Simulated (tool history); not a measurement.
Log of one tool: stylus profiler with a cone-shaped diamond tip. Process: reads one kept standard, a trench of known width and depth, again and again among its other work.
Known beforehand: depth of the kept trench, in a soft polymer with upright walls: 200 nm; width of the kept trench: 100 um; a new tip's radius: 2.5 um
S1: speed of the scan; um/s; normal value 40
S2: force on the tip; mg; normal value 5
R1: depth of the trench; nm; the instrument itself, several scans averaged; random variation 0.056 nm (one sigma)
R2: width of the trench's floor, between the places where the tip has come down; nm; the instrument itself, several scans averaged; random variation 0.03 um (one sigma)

{"run": 1, "hour": 0.0, "S1": 40, "S2": 5, "R1": 202.06, "R2": 97640}
{"run": 2, "hour": 21.6, "S1": 40, "S2": 5, "R1": 201.97, "R2": 97640}
{"run": 3, "hour": 62.4, "S1": 40, "S2": 5, "R1": 202.01, "R2": 97610}
{"run": 4, "hour": 93.1, "S1": 44, "S2": 5, "R1": 202.03, "R2": 97590}
{"run": 5, "hour": 117.1, "S1": 44, "S2": 5, "R1": 202.06, "R2": 97560}
{"run": 6, "hour": 149.9, "S1": 40, "S2": 5, "R1": 201.98, "R2": 97610}
{"run": 7, "hour": 174.2, "S1": 72, "S2": 5, "R1": 202.02, "R2": 97430}
{"run": 8, "hour": 198.8, "S1": 72, "S2": 5, "R1": 201.94, "R2": 97430}
{"run": 9, "hour": 233.5, "S1": 72, "S2": 5, "R1": 201.92, "R2": 97450}
{"run": 10, "hour": 278.6, "S1": 13, "S2": 5, "R1": 202.02, "R2": 97710}
{"run": 11, "hour": 302.4, "S1": 12, "S2": 5, "R1": 201.88, "R2": 97740}
{"run": 12, "hour": 351.1, "S1": 46, "S2": 5, "R1": 201.88, "R2": 97560}
{"run": 13, "hour": 374.9, "S1": 40, "S2": 7.48, "R1": 202.61, "R2": 97650}
{"run": 14, "hour": 426.7, "S1": 40, "S2": 7.48, "R1": 202.65, "R2": 97590}
{"run": 15, "hour": 479.7, "S1": 40, "S2": 7.48, "R1": 202.57, "R2": 97560}
{"run": 16, "hour": 526.8, "S1": 40, "S2": 5, "R1": 201.93, "R2": 97530}
{"run": 17, "hour": 572.4, "S1": 19, "S2": 8.67, "R1": 202.8, "R2": 97660}
{"run": 18, "hour": 597.8, "S1": 13, "S2": 5, "R1": 202, "R2": 97610}
{"run": 19, "hour": 636.7, "S1": 156, "S2": 3.74, "R1": 201.46, "R2": 96860}
{"run": 20, "hour": 671.0, "S1": 156, "S2": 3.74, "R1": 201.47, "R2": 96860}
{"run": 21, "hour": 722.4, "S1": 63, "S2": 3.74, "R1": 201.23, "R2": 97330}
{"run": 22, "hour": 770.9, "S1": 27, "S2": 6.32, "R1": 201.98, "R2": 97550}
{"run": 23, "hour": 794.9, "S1": 62, "S2": 2.5, "R1": 201.43, "R2": 97250}
{"run": 24, "hour": 843.9, "S1": 72, "S2": 3.21, "R1": 201.59, "R2": 97220}
{"run": 25, "hour": 891.0, "S1": 72, "S2": 13.57, "R1": 204.3, "R2": 97420}
{"run": 26, "hour": 913.9, "S1": 110, "S2": 2.69, "R1": 201.36, "R2": 96960}
{"run": 27, "hour": 960.4, "S1": 110, "S2": 2.69, "R1": 201.41, "R2": 96940}
{"run": 28, "hour": 994.1, "S1": 110, "S2": 2.69, "R1": 201.34, "R2": 96940}
{"run": 29, "hour": 1016.5, "S1": 13, "S2": 11.85, "R1": 203.85, "R2": 97560}
{"run": 30, "hour": 1040.6, "S1": 111, "S2": 1.85, "R1": 201.11, "R2": 96780}
{"run": 31, "hour": 1064.2, "S1": 111, "S2": 1.85, "R1": 200.9, "R2": 96800}

Taken out of this log: 2 entries between the listed runs. Where each belongs, and how the hidden state differs across it:
Run 20 -> run 21: height scale calibrated on a step standard (hour 674.1)
  radius of the tip, um: 3.5 -> 3.53; height scale over the true one, %: -0.19 -> -0.276
  measured minus no-state result, R1: -0.38 -> -0.56 nm; R2: -370 -> -380 nm
Run 22 -> run 23: height scale calibrated on a step standard, once more (hour 789)
  radius of the tip, um: 3.56 -> 3.57; height scale over the true one, %: -0.282 -> -0.027
  measured minus no-state result, R1: -0.57 -> -0.06 nm; R2: -400 -> -390 nm
